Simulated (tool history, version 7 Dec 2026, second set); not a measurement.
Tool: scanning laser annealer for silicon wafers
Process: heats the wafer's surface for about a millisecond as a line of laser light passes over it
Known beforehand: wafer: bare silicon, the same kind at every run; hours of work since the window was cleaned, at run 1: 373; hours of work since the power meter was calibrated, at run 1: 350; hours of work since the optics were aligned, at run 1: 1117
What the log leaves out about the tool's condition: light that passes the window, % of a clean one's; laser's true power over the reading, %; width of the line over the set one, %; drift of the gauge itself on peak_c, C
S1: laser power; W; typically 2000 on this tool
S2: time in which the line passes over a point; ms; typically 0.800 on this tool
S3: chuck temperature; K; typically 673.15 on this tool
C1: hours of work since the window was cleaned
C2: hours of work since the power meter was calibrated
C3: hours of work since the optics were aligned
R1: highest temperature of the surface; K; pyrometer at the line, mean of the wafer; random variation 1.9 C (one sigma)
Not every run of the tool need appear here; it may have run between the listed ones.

{"run": 1, "hour": 0.0, "S1": 2000, "S2": 0.8, "S3": 673.15, "C1": 373, "C2": 350, "C3": 1117, "R1": 1411.15}
{"run": 2, "hour": 9.3, "S1": 2000, "S2": 0.8, "S3": 673.15, "C1": 380, "C2": 357, "C3": 1124, "R1": 1413.15}
{"run": 3, "hour": 17.9, "S1": 2000, "S2": 0.8, "S3": 673.15, "C1": 386, "C2": 363, "C3": 1130, "R1": 1409.15}
{"run": 4, "hour": 25.0, "S1": 1736, "S2": 0.8, "S3": 673.15, "C1": 391, "C2": 368, "C3": 1135, "R1": 1296.15}
{"run": 5, "hour": 34.4, "S1": 2000, "S2": 0.577, "S3": 673.15, "C1": 398, "C2": 375, "C3": 1142, "R1": 1296.15}
{"run": 6, "hour": 42.8, "S1": 1914, "S2": 0.8, "S3": 673.15, "C1": 404, "C2": 381, "C3": 1148, "R1": 1370.15}
{"run": 7, "hour": 50.2, "S1": 1914, "S2": 0.8, "S3": 673.15, "C1": 409, "C2": 386, "C3": 1153, "R1": 1368.15}
{"run": 8, "hour": 63.1, "S1": 1914, "S2": 0.8, "S3": 673.15, "C1": 418, "C2": 395, "C3": 1162, "R1": 1366.15}
{"run": 9, "hour": 77.6, "S1": 1914, "S2": 0.8, "S3": 673.15, "C1": 428, "C2": 405, "C3": 1173, "R1": 1370.15}
{"run": 10, "hour": 84.5, "S1": 1914, "S2": 0.918, "S3": 673.15, "C1": 433, "C2": 410, "C3": 1178, "R1": 1417.15}
{"run": 11, "hour": 97.2, "S1": 2173, "S2": 0.8, "S3": 673.15, "C1": 442, "C2": 419, "C3": 1187, "R1": 1480.15}
{"run": 12, "hour": 106.3, "S1": 2173, "S2": 0.572, "S3": 673.15, "C1": 449, "C2": 426, "C3": 1193, "R1": 1357.15}
{"hour": 109.5, "done": "window over the wafer cleaned"}
{"run": 13, "hour": 115.1, "S1": 2173, "S2": 0.572, "S3": 673.15, "C1": 4, "C2": 431, "C3": 1198, "R1": 1345.15}
{"run": 14, "hour": 121.5, "S1": 2173, "S2": 0.572, "S3": 673.15, "C1": 9, "C2": 435, "C3": 1203, "R1": 1347.15}
{"run": 15, "hour": 136.4, "S1": 1776, "S2": 0.8, "S3": 673.15, "C1": 19, "C2": 446, "C3": 1213, "R1": 1297.15}
{"run": 16, "hour": 149.2, "S1": 1706, "S2": 0.8, "S3": 673.15, "C1": 28, "C2": 455, "C3": 1222, "R1": 1270.15}
{"run": 17, "hour": 157.6, "S1": 2000, "S2": 0.8, "S3": 673.15, "C1": 34, "C2": 461, "C3": 1228, "R1": 1392.15}
{"run": 18, "hour": 170.8, "S1": 2000, "S2": 0.8, "S3": 673.15, "C1": 44, "C2": 470, "C3": 1238, "R1": 1393.15}
{"run": 19, "hour": 182.3, "S1": 2000, "S2": 0.8, "S3": 673.15, "C1": 52, "C2": 479, "C3": 1246, "R1": 1396.15}
{"hour": 191.9, "done": "window over the wafer cleaned, once more"}
{"run": 20, "hour": 195.4, "S1": 2000, "S2": 0.741, "S3": 673.15, "C1": 2, "C2": 487, "C3": 1254, "R1": 1396.15}
{"run": 21, "hour": 203.6, "S1": 2000, "S2": 0.8, "S3": 673.15, "C1": 8, "C2": 492, "C3": 1260, "R1": 1427.15}
{"run": 22, "hour": 215.1, "S1": 1796, "S2": 0.714, "S3": 655.15, "C1": 17, "C2": 501, "C3": 1268, "R1": 1283.15}
{"run": 23, "hour": 224.0, "S1": 2150, "S2": 0.885, "S3": 709.15, "C1": 23, "C2": 507, "C3": 1274, "R1": 1570.15}
{"run": 24, "hour": 232.6, "S1": 2150, "S2": 0.885, "S3": 709.15, "C1": 29, "C2": 513, "C3": 1280, "R1": 1569.15}
{"run": 25, "hour": 240.8, "S1": 2150, "S2": 0.885, "S3": 709.15, "C1": 35, "C2": 519, "C3": 1286, "R1": 1568.15}
{"run": 26, "hour": 252.6, "S1": 2000, "S2": 0.702, "S3": 656.15, "C1": 43, "C2": 527, "C3": 1295, "R1": 1359.15}
{"run": 27, "hour": 258.9, "S1": 1759, "S2": 0.643, "S3": 664.15, "C1": 48, "C2": 532, "C3": 1299, "R1": 1240.15}
{"run": 28, "hour": 267.1, "S1": 2196, "S2": 0.663, "S3": 664.15, "C1": 54, "C2": 538, "C3": 1305, "R1": 1430.15}
{"run": 29, "hour": 273.4, "S1": 2124, "S2": 0.8, "S3": 682.15, "C1": 58, "C2": 542, "C3": 1309, "R1": 1489.15}
{"run": 30, "hour": 288.1, "S1": 2124, "S2": 0.8, "S3": 636.15, "C1": 69, "C2": 553, "C3": 1320, "R1": 1442.15}
{"run": 31, "hour": 297.8, "S1": 2000, "S2": 0.754, "S3": 673.15, "C1": 76, "C2": 560, "C3": 1327, "R1": 1399.15}
{"run": 32, "hour": 312.4, "S1": 2080, "S2": 0.754, "S3": 706.15, "C1": 86, "C2": 570, "C3": 1337, "R1": 1468.15}
{"run": 33, "hour": 320.0, "S1": 1966, "S2": 0.574, "S3": 673.15, "C1": 91, "C2": 575, "C3": 1343, "R1": 1290.15}
{"run": 34, "hour": 334.9, "S1": 1966, "S2": 0.574, "S3": 673.15, "C1": 102, "C2": 586, "C3": 1353, "R1": 1294.15}
{"run": 35, "hour": 342.3, "S1": 2095, "S2": 0.8, "S3": 689.15, "C1": 107, "C2": 591, "C3": 1358, "R1": 1477.15}
{"run": 36, "hour": 348.4, "S1": 1998, "S2": 0.8, "S3": 686.15, "C1": 112, "C2": 596, "C3": 1363, "R1": 1433.15}
{"run": 37, "hour": 356.2, "S1": 1998, "S2": 0.8, "S3": 686.15, "C1": 117, "C2": 601, "C3": 1368, "R1": 1429.15}
{"run": 38, "hour": 368.8, "S1": 1948, "S2": 0.569, "S3": 647.15, "C1": 126, "C2": 610, "C3": 1377, "R1": 1258.15}
{"run": 39, "hour": 380.3, "S1": 1948, "S2": 0.569, "S3": 647.15, "C1": 134, "C2": 618, "C3": 1386, "R1": 1253.15}
{"run": 40, "hour": 386.9, "S1": 1948, "S2": 0.569, "S3": 647.15, "C1": 139, "C2": 623, "C3": 1390, "R1": 1252.15}
{"run": 41, "hour": 394.5, "S1": 2093, "S2": 0.918, "S3": 673.15, "C1": 144, "C2": 628, "C3": 1396, "R1": 1516.15}

For each entry between runs, how does the tool's hidden state at the last listed run before it compare with that at the first listed run after it?
In the gap between runs 12 and 13: window over the wafer cleaned (hour 109.5)
  light that passes the window, % of a clean one's: 97.29 -> 96.17; width of the line over the set one, %: 3.47 -> 3.49
  the result without the hidden state subtracted from the measured one, R1: -39.00 -> -49.00 K
In the gap between runs 19 and 20: window over the wafer cleaned, once more (hour 191.9)
  light that passes the window, % of a clean one's: 95.89 -> 99.79; laser's true power over the reading, %: -0.01 -> 0; width of the line over the set one, %: 3.62 -> 3.64
  the result without the hidden state subtracted from the measured one, R1: -56.00 -> -20.00 K

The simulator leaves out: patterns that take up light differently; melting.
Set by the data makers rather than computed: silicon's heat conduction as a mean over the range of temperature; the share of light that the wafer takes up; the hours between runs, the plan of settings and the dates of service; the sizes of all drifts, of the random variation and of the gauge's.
